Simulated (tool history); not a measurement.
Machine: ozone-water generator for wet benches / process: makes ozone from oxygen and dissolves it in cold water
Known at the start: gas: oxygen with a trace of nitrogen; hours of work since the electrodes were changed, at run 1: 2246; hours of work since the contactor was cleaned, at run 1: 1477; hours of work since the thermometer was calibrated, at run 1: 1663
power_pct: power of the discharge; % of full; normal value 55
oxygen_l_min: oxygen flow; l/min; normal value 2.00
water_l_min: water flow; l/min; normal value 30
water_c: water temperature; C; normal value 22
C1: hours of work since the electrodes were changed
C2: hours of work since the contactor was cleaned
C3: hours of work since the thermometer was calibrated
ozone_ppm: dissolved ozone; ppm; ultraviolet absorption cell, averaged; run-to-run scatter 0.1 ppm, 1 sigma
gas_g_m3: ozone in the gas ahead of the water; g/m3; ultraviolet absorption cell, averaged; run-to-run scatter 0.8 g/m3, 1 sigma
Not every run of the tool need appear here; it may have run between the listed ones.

Run 1, hour 0.0: usual settings; C1 2246; C2 1477; C3 1663. Result: ozone_ppm 5.4 ppm, gas_g_m3 120.8 g/m3.
Run 2, hour 65.3: usual settings; C1 2290; C2 1520; C3 1707. Result: ozone_ppm 5.3 ppm, gas_g_m3 120.3 g/m3.
Run 3, hour 154.5: usual settings; C1 2350; C2 1580; C3 1767. Result: ozone_ppm 5.4 ppm, gas_g_m3 118.4 g/m3.
Run 4, hour 217.1: usual settings; C1 2392; C2 1622; C3 1808. Result: ozone_ppm 5.5 ppm, gas_g_m3 120.5 g/m3.
Run 5, hour 300.1: usual settings; C1 2447; C2 1678; C3 1864. Result: ozone_ppm 5.4 ppm, gas_g_m3 117.3 g/m3.
Run 6, hour 396.0: usual settings; C1 2512; C2 1742; C3 1928. Result: ozone_ppm 5.5 ppm, gas_g_m3 118.4 g/m3.
Run 7, hour 454.0: usual settings; C1 2550; C2 1781; C3 1967. Result: ozone_ppm 5.4 ppm, gas_g_m3 119.2 g/m3.
Run 8, hour 566.0: usual settings but oxygen_l_min 1.04 l/min; C1 2625; C2 1856; C3 2042. Result: ozone_ppm 4.1 ppm, gas_g_m3 154.4 g/m3.
Run 9, hour 665.9: usual settings but oxygen_l_min 1.04 l/min; C1 2692; C2 1923; C3 2109. Result: ozone_ppm 4.1 ppm, gas_g_m3 152.8 g/m3.
Run 10, hour 747.2: usual settings but oxygen_l_min 1.04 l/min; C1 2747; C2 1977; C3 2163. Result: ozone_ppm 4.0 ppm, gas_g_m3 154.0 g/m3.
Run 11, hour 835.9: usual settings but oxygen_l_min 1.04 l/min, water_c 20 C; C1 2806; C2 2036; C3 2223. Result: ozone_ppm 4.2 ppm, gas_g_m3 153.3 g/m3.
Run 12, hour 899.8: usual settings but power_pct 90 % of full; C1 2849; C2 2079; C3 2265. Result: ozone_ppm 6.9 ppm, gas_g_m3 149.7 g/m3.
Run 13, hour 1018.7: usual settings but power_pct 98 % of full, water_c 15 C; C1 2928; C2 2159; C3 2345. Result: ozone_ppm 7.5 ppm, gas_g_m3 156.8 g/m3.
Run 14, hour 1117.8: usual settings but power_pct 98 % of full, water_c 15 C; C1 2995; C2 2225; C3 2411. Result: ozone_ppm 7.6 ppm, gas_g_m3 156.3 g/m3.
Run 15, hour 1187.9: usual settings but power_pct 98 % of full, water_l_min 40 l/min, water_c 15 C; C1 3042; C2 2272; C3 2458. Result: ozone_ppm 5.4 ppm, gas_g_m3 156.6 g/m3.
Run 16, hour 1238.7: usual settings but water_l_min 46 l/min, water_c 21 C; C1 3076; C2 2306; C3 2492. Result: ozone_ppm 3.2 ppm, gas_g_m3 115.8 g/m3.
Run 17, hour 1338.2: usual settings but power_pct 52 % of full, oxygen_l_min 1.29 l/min, water_l_min 33 l/min, water_c 29 C; C1 3142; C2 2373; C3 2559. Result: ozone_ppm 3.6 ppm, gas_g_m3 136.8 g/m3.
Run 18, hour 1396.5: usual settings but power_pct 67 % of full, water_l_min 29 l/min; C1 3181; C2 2412; C3 2598. Result: ozone_ppm 6.1 ppm, gas_g_m3 129.1 g/m3.
Run 19, hour 1476.9: usual settings but power_pct 74 % of full, water_l_min 32 l/min; C1 3235; C2 2465; C3 2652. Result: ozone_ppm 5.9 ppm, gas_g_m3 135.8 g/m3.
Run 20, hour 1592.0: usual settings but power_pct 56 % of full, water_l_min 19 l/min; C1 3312; C2 2543; C3 2729. Result: ozone_ppm 8.5 ppm, gas_g_m3 119.0 g/m3.
Run 21, hour 1699.3: usual settings but power_pct 83 % of full, water_l_min 19 l/min, water_c 16 C; C1 3384; C2 2614; C3 2801. Result: ozone_ppm 10.8 ppm, gas_g_m3 142.4 g/m3.
Run 22, hour 1784.8: usual settings but power_pct 83 % of full, water_l_min 19 l/min, water_c 16 C; C1 3441; C2 2672; C3 2858. Result: ozone_ppm 10.7 ppm, gas_g_m3 141.3 g/m3.
Run 23, hour 1847.9: usual settings but oxygen_l_min 1.54 l/min, water_l_min 38 l/min; C1 3484; C2 2714; C3 2900. Result: ozone_ppm 3.6 ppm, gas_g_m3 129.6 g/m3.

Here are 3 independent what-if runs from the current tool condition. What would each one return?
Run A, hour 1922.6: usual settings but power_pct 51 % of full; C1 3534; C2 2764; C3 2950. Result: ozone_ppm ?, gas_g_m3 ?.
Run B, hour 1922.6: usual settings but power_pct 90 % of full, oxygen_l_min 1.12 l/min, water_l_min 21 l/min; C1 3534; C2 2764; C3 2950. Result: ozone_ppm ?, gas_g_m3 ?.
Run C, hour 1922.6: usual settings but oxygen_l_min 1.54 l/min, water_l_min 38 l/min, water_c 16 C; C1 3534; C2 2764; C3 2950. Result: ozone_ppm ?, gas_g_m3 ?.

run  ozone_ppm  gas_g_m3
  A        5.0     112.8
  B        7.7     188.3
  C        3.7     130.2
Had the tool no hidden state, the same runs would have come out as:
run  ozone_ppm  gas_g_m3
  A        5.4     120.3
  B        8.5     205.3
  C        4.1     139.3

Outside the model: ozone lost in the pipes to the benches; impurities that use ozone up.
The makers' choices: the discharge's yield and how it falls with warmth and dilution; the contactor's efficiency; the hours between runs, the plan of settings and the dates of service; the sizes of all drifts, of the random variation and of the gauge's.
